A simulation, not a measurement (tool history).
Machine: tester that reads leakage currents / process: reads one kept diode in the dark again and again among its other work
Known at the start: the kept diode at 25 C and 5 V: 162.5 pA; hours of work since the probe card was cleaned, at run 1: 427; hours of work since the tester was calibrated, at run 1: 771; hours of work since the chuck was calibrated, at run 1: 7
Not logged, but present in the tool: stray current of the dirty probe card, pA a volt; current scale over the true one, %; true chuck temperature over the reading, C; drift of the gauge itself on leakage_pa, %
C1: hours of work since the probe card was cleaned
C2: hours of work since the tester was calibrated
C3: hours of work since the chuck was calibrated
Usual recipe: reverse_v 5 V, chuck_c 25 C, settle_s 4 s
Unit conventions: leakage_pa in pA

{"run": 1, "day": 0.0, "reverse_v": 5, "chuck_c": 25, "settle_s": 4, "C1": 427, "C2": 771, "C3": 7, "leakage_pa": 166.01}
{"run": 2, "day": 2.496, "reverse_v": 5, "chuck_c": 25, "settle_s": 4, "C1": 468, "C2": 813, "C3": 48, "leakage_pa": 165.2}
{"run": 3, "day": 4.675, "reverse_v": 5, "chuck_c": 25, "settle_s": 4, "C1": 505, "C2": 849, "C3": 85, "leakage_pa": 165.42}
{"run": 4, "day": 7.638, "reverse_v": 5, "chuck_c": 25, "settle_s": 4, "C1": 554, "C2": 898, "C3": 134, "leakage_pa": 163.63}
{"run": 5, "day": 9.838, "reverse_v": 5, "chuck_c": 25, "settle_s": 4, "C1": 591, "C2": 935, "C3": 171, "leakage_pa": 164.26}
{"run": 6, "day": 12.862, "reverse_v": 1.39, "chuck_c": 25, "settle_s": 4, "C1": 641, "C2": 986, "C3": 221, "leakage_pa": 100.58}
{"run": 7, "day": 17.546, "reverse_v": 1.39, "chuck_c": 41, "settle_s": 4, "C1": 719, "C2": 1064, "C3": 300, "leakage_pa": 392.32}
{"run": 8, "day": 20.958, "reverse_v": 1.39, "chuck_c": 41, "settle_s": 4, "C1": 776, "C2": 1121, "C3": 357, "leakage_pa": 389.61}
{"run": 9, "day": 23.883, "reverse_v": 1.39, "chuck_c": 41, "settle_s": 4, "C1": 825, "C2": 1170, "C3": 405, "leakage_pa": 385.99}
{"run": 10, "day": 27.608, "reverse_v": 1.39, "chuck_c": 41, "settle_s": 4, "C1": 887, "C2": 1232, "C3": 467, "leakage_pa": 384.35}
{"run": 11, "day": 30.896, "reverse_v": 1.39, "chuck_c": 41, "settle_s": 4, "C1": 942, "C2": 1287, "C3": 522, "leakage_pa": 383.7}
{"run": 12, "day": 34.158, "reverse_v": 1.39, "chuck_c": 41, "settle_s": 4, "C1": 997, "C2": 1341, "C3": 577, "leakage_pa": 380.15}
{"run": 13, "day": 37.133, "reverse_v": 1.39, "chuck_c": 41, "settle_s": 4, "C1": 1046, "C2": 1391, "C3": 626, "leakage_pa": 377.18}
{"day": 37.704, "done": "tester calibrated"}
{"run": 14, "day": 41.388, "reverse_v": 5, "chuck_c": 25, "settle_s": 1.04, "C1": 1116, "C2": 61, "C3": 696, "leakage_pa": 158.34}
{"day": 42.692, "done": "probe card cleaned and baked"}
{"run": 15, "day": 44.55, "reverse_v": 5, "chuck_c": 25, "settle_s": 1.04, "C1": 31, "C2": 112, "C3": 747, "leakage_pa": 144.44}
{"run": 16, "day": 48.933, "reverse_v": 5, "chuck_c": 25, "settle_s": 1.04, "C1": 104, "C2": 185, "C3": 820, "leakage_pa": 144.07}
{"run": 17, "day": 54.05, "reverse_v": 5, "chuck_c": 48, "settle_s": 4, "C1": 190, "C2": 271, "C3": 905, "leakage_pa": 998.35}
{"run": 18, "day": 58.071, "reverse_v": 5, "chuck_c": 48, "settle_s": 4, "C1": 257, "C2": 338, "C3": 972, "leakage_pa": 990.11}
{"day": 59.758, "done": "chuck's temperature calibrated"}
{"run": 19, "day": 60.421, "reverse_v": 5, "chuck_c": 48, "settle_s": 4, "C1": 294, "C2": 376, "C3": 11, "leakage_pa": 1113.3}
{"day": 62.646, "done": "tester calibrated, once more"}
{"run": 20, "day": 65.188, "reverse_v": 5, "chuck_c": 25, "settle_s": 4, "C1": 373, "C2": 42, "C3": 89, "leakage_pa": 164.59}
{"run": 21, "day": 68.704, "reverse_v": 5, "chuck_c": 35, "settle_s": 4, "C1": 431, "C2": 101, "C3": 148, "leakage_pa": 385.62}
{"run": 22, "day": 71.629, "reverse_v": 5, "chuck_c": 35, "settle_s": 4, "C1": 480, "C2": 150, "C3": 197, "leakage_pa": 385.03}
{"run": 23, "day": 74.475, "reverse_v": 12.68, "chuck_c": 48, "settle_s": 0.32, "C1": 528, "C2": 197, "C3": 244, "leakage_pa": 1540.77}
{"run": 24, "day": 79.092, "reverse_v": 1.03, "chuck_c": 25, "settle_s": 0.32, "C1": 605, "C2": 274, "C3": 321, "leakage_pa": 89.81}
{"run": 25, "day": 83.117, "reverse_v": 1.03, "chuck_c": 25, "settle_s": 0.32, "C1": 672, "C2": 342, "C3": 388, "leakage_pa": 88.9}
{"run": 26, "day": 85.412, "reverse_v": 1.03, "chuck_c": 25, "settle_s": 0.32, "C1": 710, "C2": 380, "C3": 427, "leakage_pa": 88.49}
{"run": 27, "day": 89.679, "reverse_v": 5.74, "chuck_c": 57, "settle_s": 2.8, "C1": 781, "C2": 451, "C3": 498, "leakage_pa": 2219.27}
{"run": 28, "day": 92.904, "reverse_v": 5.74, "chuck_c": 52, "settle_s": 2.8, "C1": 835, "C2": 505, "C3": 552, "leakage_pa": 1521.73}
{"run": 29, "day": 96.579, "reverse_v": 5.32, "chuck_c": 25, "settle_s": 4, "C1": 896, "C2": 566, "C3": 613, "leakage_pa": 162.82}
{"run": 30, "day": 100.146, "reverse_v": 5, "chuck_c": 37, "settle_s": 4, "C1": 956, "C2": 626, "C3": 673, "leakage_pa": 435.37}
{"run": 31, "day": 104.992, "reverse_v": 12.94, "chuck_c": 24, "settle_s": 3.01, "C1": 1037, "C2": 707, "C3": 753, "leakage_pa": 218.18}
{"run": 32, "day": 109.175, "reverse_v": 12.94, "chuck_c": 24, "settle_s": 3.01, "C1": 1107, "C2": 776, "C3": 823, "leakage_pa": 219.49}
{"day": 111.083, "done": "probe card cleaned and baked"}
{"run": 33, "day": 113.175, "reverse_v": 12.94, "chuck_c": 29, "settle_s": 1.61, "C1": 35, "C2": 841, "C3": 888, "leakage_pa": 287.42}
{"run": 34, "day": 117.8, "reverse_v": 5, "chuck_c": 46, "settle_s": 1.74, "C1": 112, "C2": 918, "C3": 965, "leakage_pa": 855.19}
{"day": 120.017, "done": "chuck's temperature calibrated"}
{"run": 35, "day": 122.854, "reverse_v": 4.05, "chuck_c": 25, "settle_s": 0.43, "C1": 195, "C2": 1001, "C3": 47, "leakage_pa": 153.61}
{"run": 36, "day": 126.754, "reverse_v": 5, "chuck_c": 45, "settle_s": 0.51, "C1": 260, "C2": 1066, "C3": 112, "leakage_pa": 887.84}
{"run": 37, "day": 130.833, "reverse_v": 1.58, "chuck_c": 32, "settle_s": 0.69, "C1": 328, "C2": 1134, "C3": 180, "leakage_pa": 197.98}
{"run": 38, "day": 134.133, "reverse_v": 3.21, "chuck_c": 51, "settle_s": 4.47, "C1": 383, "C2": 1189, "C3": 236, "leakage_pa": 1192.3}
{"run": 39, "day": 138.221, "reverse_v": 1.02, "chuck_c": 36, "settle_s": 4, "C1": 452, "C2": 1258, "C3": 304, "leakage_pa": 233.22}
{"run": 40, "day": 141.529, "reverse_v": 14.35, "chuck_c": 34, "settle_s": 4, "C1": 507, "C2": 1313, "C3": 359, "leakage_pa": 520.91}

Some steps in leakage_pa, run to run, broken into two amounts with sign: the step expected even without the hidden condition (settings, incoming material, random variation), and the rest, left for the hidden condition together with whatever gauge scatter is not in both the measured and the hidden-condition-free result:
Run 18 -> 19: chuck's temperature calibrated. leakage_pa +123.19 pA: hidden state +120.29, all else +2.9.
Run 23 -> 24: reverse_v 12.68 -> 1.03, chuck_c 48 -> 25. leakage_pa -1450.96 pA: hidden state +33.52, all else -1484.48.
Run 26 -> 27: reverse_v 1.03 -> 5.74, chuck_c 25 -> 57, settle_s 0.32 -> 2.8. leakage_pa +2130.78 pA: hidden state -127.35, all else +2258.13.
Run 28 -> 29: reverse_v 5.74 -> 5.32, chuck_c 52 -> 25, settle_s 2.8 -> 4. leakage_pa -1358.91 pA: hidden state +96.89, all else -1455.8.
Run 34 -> 35: reverse_v 5 -> 4.05, chuck_c 46 -> 25, settle_s 1.74 -> 0.43, chuck's temperature calibrated. leakage_pa -701.58 pA: hidden state +115.92, all else -817.5.
